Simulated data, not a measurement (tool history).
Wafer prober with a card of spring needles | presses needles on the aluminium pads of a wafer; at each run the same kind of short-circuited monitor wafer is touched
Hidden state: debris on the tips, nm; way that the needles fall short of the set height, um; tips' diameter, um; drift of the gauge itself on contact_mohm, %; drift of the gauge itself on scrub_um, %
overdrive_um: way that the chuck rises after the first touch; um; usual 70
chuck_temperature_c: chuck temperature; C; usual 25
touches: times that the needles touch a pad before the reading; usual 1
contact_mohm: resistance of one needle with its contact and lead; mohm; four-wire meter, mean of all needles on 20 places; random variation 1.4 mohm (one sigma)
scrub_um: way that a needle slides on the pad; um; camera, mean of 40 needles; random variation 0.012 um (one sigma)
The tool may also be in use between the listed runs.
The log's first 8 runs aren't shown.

| run | hour | overdrive_um | chuck_temperature_c | touches | touches since the tips were cleaned | cleanings since the card got new needles | touches since the first contact's height was set | contact_mohm | scrub_um |
|---|---|---|---|---|---|---|---|---|---|
| 9 | 57.3 | 70 | 25 | 2 | 4064 | 17 | 95504 | 125 | 14.02 |
|  | 60.4 | tips cleaned on abrasive film |
| 10 | 65.3 | 70 | 25 | 1 | 1513 | 18 | 97935 | 124 | 14.01 |
| 11 | 74.0 | 70 | 25 | 1 | 4204 | 18 | 100626 | 124 | 14.02 |
|  | 76.6 | tips cleaned on abrasive film |
| 12 | 81.0 | 70 | 25 | 1 | 1354 | 19 | 102749 | 120 | 14.01 |
| 13 | 90.3 | 70 | 25 | 1 | 4208 | 19 | 105603 | 124 | 13.99 |
|  | 92.5 | tips cleaned on abrasive film |
| 14 | 97.1 | 70 | 25 | 1 | 1398 | 20 | 107661 | 123 | 13.98 |
| 15 | 102.5 | 70 | 25 | 1 | 3053 | 20 | 109316 | 125 | 13.98 |
|  | 109.0 | tips cleaned on abrasive film |
| 16 | 111.4 | 70 | 25 | 1 | 725 | 21 | 112032 | 124 | 13.96 |
| 17 | 119.0 | 70 | 25 | 1 | 3082 | 21 | 114389 | 123 | 13.96 |
|  | 120.0 | height of the first contact set anew |
| 18 | 124.1 | 53 | 36 | 2 | 4558 | 21 | 1263 | 129 | 10.57 |
|  | 125.7 | tips cleaned on abrasive film |
| 19 | 128.3 | 53 | 36 | 2 | 786 | 22 | 2509 | 128 | 10.56 |
|  | 136.7 | gauge calibrated |
| 20 | 136.7 | 53 | 36 | 2 | 3369 | 22 | 5092 | 130 | 10.67 |
|  | 142.0 | tips cleaned on abrasive film |
| 21 | 142.1 | 85 | 100 | 2 | 31 | 23 | 6739 | 134 | 17.11 |
| 22 | 146.9 | 70 | 86 | 2 | 1492 | 23 | 8200 | 130 | 14.08 |
| 23 | 156.8 | 85 | 25 | 2 | 4563 | 23 | 11271 | 121 | 17.09 |
|  | 158.1 | tips cleaned on abrasive film |
| 24 | 161.0 | 62 | 72 | 3 | 901 | 24 | 12530 | 132 | 12.47 |
| 25 | 165.4 | 70 | 39 | 1 | 2261 | 24 | 13890 | 124 | 14.07 |
| 26 | 171.3 | 70 | 97 | 2 | 4072 | 24 | 15701 | 133 | 14.06 |
|  | 174.3 | tips cleaned on abrasive film |
| 27 | 177.1 | 70 | 97 | 2 | 858 | 25 | 17456 | 133 | 14.07 |
| 28 | 182.3 | 70 | 97 | 2 | 2446 | 25 | 19044 | 134 | 14.04 |

The next listed run, before its measurement:
| 29 | 187.9 | 88 | 105 | 2 | 4179 | 25 | 20777 | ? | ? |

contact_mohm: 131 mohm
scrub_um: 17.67 um
Without the tool's hidden state the same run would have given contact_mohm 131 mohm, scrub_um 17.74 um.

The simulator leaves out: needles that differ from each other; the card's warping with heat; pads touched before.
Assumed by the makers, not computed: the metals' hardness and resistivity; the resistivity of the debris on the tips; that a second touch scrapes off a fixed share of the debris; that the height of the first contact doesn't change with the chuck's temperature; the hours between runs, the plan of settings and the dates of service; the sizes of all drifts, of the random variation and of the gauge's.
